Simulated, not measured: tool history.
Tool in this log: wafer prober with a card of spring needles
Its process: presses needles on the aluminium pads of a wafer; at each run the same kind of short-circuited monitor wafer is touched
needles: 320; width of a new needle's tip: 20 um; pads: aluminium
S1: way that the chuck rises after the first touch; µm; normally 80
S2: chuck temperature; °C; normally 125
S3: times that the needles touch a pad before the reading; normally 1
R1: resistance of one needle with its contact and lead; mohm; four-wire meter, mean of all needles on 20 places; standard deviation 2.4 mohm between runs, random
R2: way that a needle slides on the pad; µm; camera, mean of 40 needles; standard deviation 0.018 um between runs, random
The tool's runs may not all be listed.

run,hour,S1,S2,S3,R1,R2
1,0.0,80,125,1,287,14.02
# hour 3.6: tips cleaned on abrasive film
# hour 9.4: tips cleaned on abrasive film
# hour 14.2: tips cleaned on abrasive film
2,18.2,80,125,1,297,14.00
# hour 19.5: tips cleaned on abrasive film
# hour 24.2: tips cleaned on abrasive film
# hour 30.1: tips cleaned on abrasive film
3,33.4,80,117,1,287,13.97
# hour 35.8: tips cleaned on abrasive film
# hour 40.5: tips cleaned on abrasive film
# hour 45.2: tips cleaned on abrasive film
# hour 50.0: tips cleaned on abrasive film
# hour 55.8: tips cleaned on abrasive film
4,58.3,80,125,3,276,13.94
# hour 60.7: tips cleaned on abrasive film
# hour 65.5: tips cleaned on abrasive film
# hour 71.3: tips cleaned on abrasive film
5,73.8,80,125,3,276,13.88
# hour 76.2: tips cleaned on abrasive film
# hour 80.9: tips cleaned on abrasive film
# hour 86.8: tips cleaned on abrasive film
# hour 87.1: height of the first contact set anew
# hour 93.0: tips cleaned on abrasive film
# hour 97.7: tips cleaned on abrasive film
# hour 102.4: tips cleaned on abrasive film
# hour 107.2: tips cleaned on abrasive film
6,111.0,80,125,3,283,14.12
# hour 112.2: tips cleaned on abrasive film
# hour 117.0: tips cleaned on abrasive film
# hour 121.7: tips cleaned on abrasive film
# hour 127.6: tips cleaned on abrasive film
# hour 132.3: tips cleaned on abrasive film
7,133.9,80,57,1,269,14.07
# hour 137.5: tips cleaned on abrasive film
# hour 143.4: tips cleaned on abrasive film
# hour 149.3: tips cleaned on abrasive film
8,151.1,80,57,1,272,14.04
# hour 154.7: tips cleaned on abrasive film
# hour 159.4: tips cleaned on abrasive film
# hour 165.3: tips cleaned on abrasive film
9,167.9,80,57,1,277,14.02
# hour 170.3: tips cleaned on abrasive film
# hour 176.2: tips cleaned on abrasive film
# hour 182.1: tips cleaned on abrasive film
# hour 186.8: tips cleaned on abrasive film
# hour 192.7: tips cleaned on abrasive film
10,195.3,80,57,1,276,13.99
# hour 197.7: tips cleaned on abrasive film
# hour 202.5: tips cleaned on abrasive film
# hour 207.2: tips cleaned on abrasive film
# hour 213.1: tips cleaned on abrasive film
# hour 219.0: tips cleaned on abrasive film
# hour 223.7: tips cleaned on abrasive film
11,224.5,80,57,1,265,13.92
# hour 229.2: tips cleaned on abrasive film
# hour 233.9: tips cleaned on abrasive film
# hour 238.7: tips cleaned on abrasive film
# hour 244.5: tips cleaned on abrasive film
12,245.6,80,57,1,271,13.91
# hour 250.3: tips cleaned on abrasive film
# hour 256.2: tips cleaned on abrasive film
# hour 256.5: height of the first contact set anew
# hour 262.4: tips cleaned on abrasive film
# hour 268.3: tips cleaned on abrasive film
13,269.1,80,57,1,263,14.13
# hour 273.9: tips cleaned on abrasive film
# hour 278.6: tips cleaned on abrasive film
# hour 284.5: tips cleaned on abrasive film
14,284.6,76,83,3,265,13.43
# hour 289.4: tips cleaned on abrasive film
# hour 295.2: tips cleaned on abrasive film
# hour 300.0: tips cleaned on abrasive film
# hour 304.7: tips cleaned on abrasive film
15,307.3,69,125,2,288,12.14
# hour 309.7: tips cleaned on abrasive film
# hour 315.6: tips cleaned on abrasive film
# hour 321.4: tips cleaned on abrasive film
# hour 326.2: tips cleaned on abrasive film
# hour 331.9: tips cleaned on abrasive film
16,331.9,69,125,2,273,12.09
# hour 336.6: tips cleaned on abrasive film
# hour 341.3: tips cleaned on abrasive film
# hour 347.2: tips cleaned on abrasive film
# hour 353.1: tips cleaned on abrasive film
# hour 359.0: tips cleaned on abrasive film
# hour 364.8: tips cleaned on abrasive film
17,367.7,97,125,3,276,17.03
# hour 370.1: tips cleaned on abrasive film
# hour 376.0: tips cleaned on abrasive film
# hour 381.8: tips cleaned on abrasive film
# hour 387.7: tips cleaned on abrasive film
18,390.9,73,60,1,289,12.72
# hour 393.3: tips cleaned on abrasive film
# hour 399.2: tips cleaned on abrasive film
# hour 403.9: tips cleaned on abrasive film
# hour 409.8: tips cleaned on abrasive film
19,413.0,80,48,3,260,13.90
# hour 415.4: tips cleaned on abrasive film
# hour 420.2: tips cleaned on abrasive film
# hour 424.9: tips cleaned on abrasive film
# hour 426.3: height of the first contact set anew
# hour 429.9: tips cleaned on abrasive film
20,432.6,95,38,2,260,16.77
# hour 435.0: tips cleaned on abrasive film
# hour 440.9: tips cleaned on abrasive film
# hour 446.8: tips cleaned on abrasive film
# hour 452.6: tips cleaned on abrasive film
21,454.9,65,75,2,276,11.47
# hour 458.5: tips cleaned on abrasive film
# hour 463.2: tips cleaned on abrasive film
# hour 469.1: tips cleaned on abrasive film
# hour 474.9: tips cleaned on abrasive film
22,479.4,65,75,2,287,11.40
# hour 480.6: tips cleaned on abrasive film
# hour 485.3: tips cleaned on abrasive film
# hour 490.1: tips cleaned on abrasive film
# hour 495.9: tips cleaned on abrasive film
# hour 500.7: tips cleaned on abrasive film
# hour 505.4: tips cleaned on abrasive film
23,506.0,65,75,2,269,11.35
# hour 510.8: tips cleaned on abrasive film
# hour 516.6: tips cleaned on abrasive film
# hour 521.4: tips cleaned on abrasive film
# hour 526.1: tips cleaned on abrasive film
# hour 532.0: tips cleaned on abrasive film
24,533.4,95,103,2,273,16.62
# hour 537.0: tips cleaned on abrasive film
# hour 542.9: tips cleaned on abrasive film
# hour 548.7: tips cleaned on abrasive film
25,552.3,95,103,1,283,16.65

A few steps of R1 between consecutive runs. Split each: what settings, incoming material and random variation would produce without the hidden state, and what is left over for the hidden state, along with gauge scatter present in only one of the two compared results (measured, and without hidden state):
The tool's hidden condition here consists of: debris on the tips, nm; way that the needles fall short of the set height, um; tips' diameter, um; drift of the gauge itself on contact_mohm, %; drift of the gauge itself on scrub_um, %.
Run 14 -> 15: S1 76 -> 69, S2 83 -> 125, S3 3 -> 2, tips cleaned on abrasive film, tips cleaned on abrasive film, tips cleaned on abrasive film, tips cleaned on abrasive film. R1 +23 mohm: hidden state +11, all else +12.
Run 17 -> 18: S1 97 -> 73, S2 125 -> 60, S3 3 -> 1, tips cleaned on abrasive film, tips cleaned on abrasive film, tips cleaned on abrasive film, tips cleaned on abrasive film. R1 +13 mohm: hidden state +22, all else -9.
Run 18 -> 19: S1 73 -> 80, S2 60 -> 48, S3 1 -> 3, tips cleaned on abrasive film, tips cleaned on abrasive film, tips cleaned on abrasive film, tips cleaned on abrasive film. R1 -29 mohm: hidden state -18, all else -11.
